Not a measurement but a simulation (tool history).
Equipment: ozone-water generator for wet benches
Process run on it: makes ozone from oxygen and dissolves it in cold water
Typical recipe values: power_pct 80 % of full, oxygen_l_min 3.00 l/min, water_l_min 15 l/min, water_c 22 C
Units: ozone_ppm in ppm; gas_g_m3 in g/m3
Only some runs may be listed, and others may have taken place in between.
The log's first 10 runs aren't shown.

{"run": 11, "hour": 713.2, "power_pct": 63, "oxygen_l_min": 3.0, "water_l_min": 15, "water_c": 14, "ozone_ppm": 13.9, "gas_g_m3": 128.6}
{"run": 12, "hour": 800.5, "power_pct": 63, "oxygen_l_min": 3.0, "water_l_min": 15, "water_c": 14, "ozone_ppm": 14.0, "gas_g_m3": 127.7}
{"run": 13, "hour": 870.7, "power_pct": 63, "oxygen_l_min": 3.0, "water_l_min": 15, "water_c": 14, "ozone_ppm": 14.0, "gas_g_m3": 129.3}
{"run": 14, "hour": 965.4, "power_pct": 63, "oxygen_l_min": 3.0, "water_l_min": 15, "water_c": 14, "ozone_ppm": 13.9, "gas_g_m3": 127.9}
{"run": 15, "hour": 1065.9, "power_pct": 63, "oxygen_l_min": 3.0, "water_l_min": 15, "water_c": 14, "ozone_ppm": 14.1, "gas_g_m3": 127.8}
{"run": 16, "hour": 1129.6, "power_pct": 80, "oxygen_l_min": 1.91, "water_l_min": 15, "water_c": 22, "ozone_ppm": 12.7, "gas_g_m3": 172.1}
{"run": 17, "hour": 1188.4, "power_pct": 99, "oxygen_l_min": 3.2, "water_l_min": 15, "water_c": 22, "ozone_ppm": 17.0, "gas_g_m3": 169.3}
{"run": 18, "hour": 1264.6, "power_pct": 99, "oxygen_l_min": 3.2, "water_l_min": 20, "water_c": 29, "ozone_ppm": 12.1, "gas_g_m3": 168.5}
{"run": 19, "hour": 1318.8, "power_pct": 62, "oxygen_l_min": 3.94, "water_l_min": 14, "water_c": 19, "ozone_ppm": 14.4, "gas_g_m3": 114.8}
{"run": 20, "hour": 1377.4, "power_pct": 62, "oxygen_l_min": 3.27, "water_l_min": 12, "water_c": 19, "ozone_ppm": 15.5, "gas_g_m3": 123.0}
{"run": 21, "hour": 1457.9, "power_pct": 62, "oxygen_l_min": 3.27, "water_l_min": 12, "water_c": 19, "ozone_ppm": 15.2, "gas_g_m3": 120.9}
{"run": 22, "hour": 1507.1, "power_pct": 62, "oxygen_l_min": 3.27, "water_l_min": 12, "water_c": 19, "ozone_ppm": 15.6, "gas_g_m3": 120.8}
{"run": 23, "hour": 1573.4, "power_pct": 47, "oxygen_l_min": 4.52, "water_l_min": 16, "water_c": 22, "ozone_ppm": 10.5, "gas_g_m3": 92.0}
{"run": 24, "hour": 1671.1, "power_pct": 83, "oxygen_l_min": 4.52, "water_l_min": 9, "water_c": 22, "ozone_ppm": 22.0, "gas_g_m3": 132.8}
{"run": 25, "hour": 1724.9, "power_pct": 82, "oxygen_l_min": 2.6, "water_l_min": 15, "water_c": 25, "ozone_ppm": 13.6, "gas_g_m3": 159.2}
{"run": 26, "hour": 1815.2, "power_pct": 82, "oxygen_l_min": 2.6, "water_l_min": 15, "water_c": 25, "ozone_ppm": 13.4, "gas_g_m3": 156.5}
{"run": 27, "hour": 1863.4, "power_pct": 82, "oxygen_l_min": 2.6, "water_l_min": 15, "water_c": 25, "ozone_ppm": 13.5, "gas_g_m3": 157.9}
{"run": 28, "hour": 1919.7, "power_pct": 80, "oxygen_l_min": 3.0, "water_l_min": 10, "water_c": 17, "ozone_ppm": 20.9, "gas_g_m3": 147.6}
{"run": 29, "hour": 2020.0, "power_pct": 80, "oxygen_l_min": 2.59, "water_l_min": 15, "water_c": 22, "ozone_ppm": 13.6, "gas_g_m3": 152.4}
{"run": 30, "hour": 2071.1, "power_pct": 80, "oxygen_l_min": 2.59, "water_l_min": 15, "water_c": 22, "ozone_ppm": 13.7, "gas_g_m3": 156.1}
{"run": 31, "hour": 2171.8, "power_pct": 80, "oxygen_l_min": 3.79, "water_l_min": 15, "water_c": 15, "ozone_ppm": 16.5, "gas_g_m3": 136.4}
{"run": 32, "hour": 2262.5, "power_pct": 80, "oxygen_l_min": 2.9, "water_l_min": 11, "water_c": 24, "ozone_ppm": 17.1, "gas_g_m3": 148.3}

Consider 3 possible next runs. They are alternatives, not a sequence: every one starts from the tool as it was left by run 32. What does each give?
{"run": "A", "hour": 2363.9, "power_pct": 71, "oxygen_l_min": 2.72, "water_l_min": 15, "water_c": 22, "ozone_ppm": "?", "gas_g_m3": "?"}
{"run": "B", "hour": 2363.9, "power_pct": 68, "oxygen_l_min": 3.0, "water_l_min": 15, "water_c": 22, "ozone_ppm": "?", "gas_g_m3": "?"}
{"run": "C", "hour": 2363.9, "power_pct": 80, "oxygen_l_min": 3.49, "water_l_min": 11, "water_c": 16, "ozone_ppm": "?", "gas_g_m3": "?"}

run=A ozone_ppm=12.8 gas_g_m3=138.2
run=B ozone_ppm=12.4 gas_g_m3=130.1
run=C ozone_ppm=20.1 gas_g_m3=141.1
With no hidden state in the tool, these same runs would have given:
run=A ozone_ppm=14.1 gas_g_m3=147.2
run=B ozone_ppm=13.6 gas_g_m3=138.4
run=C ozone_ppm=22.0 gas_g_m3=151.0
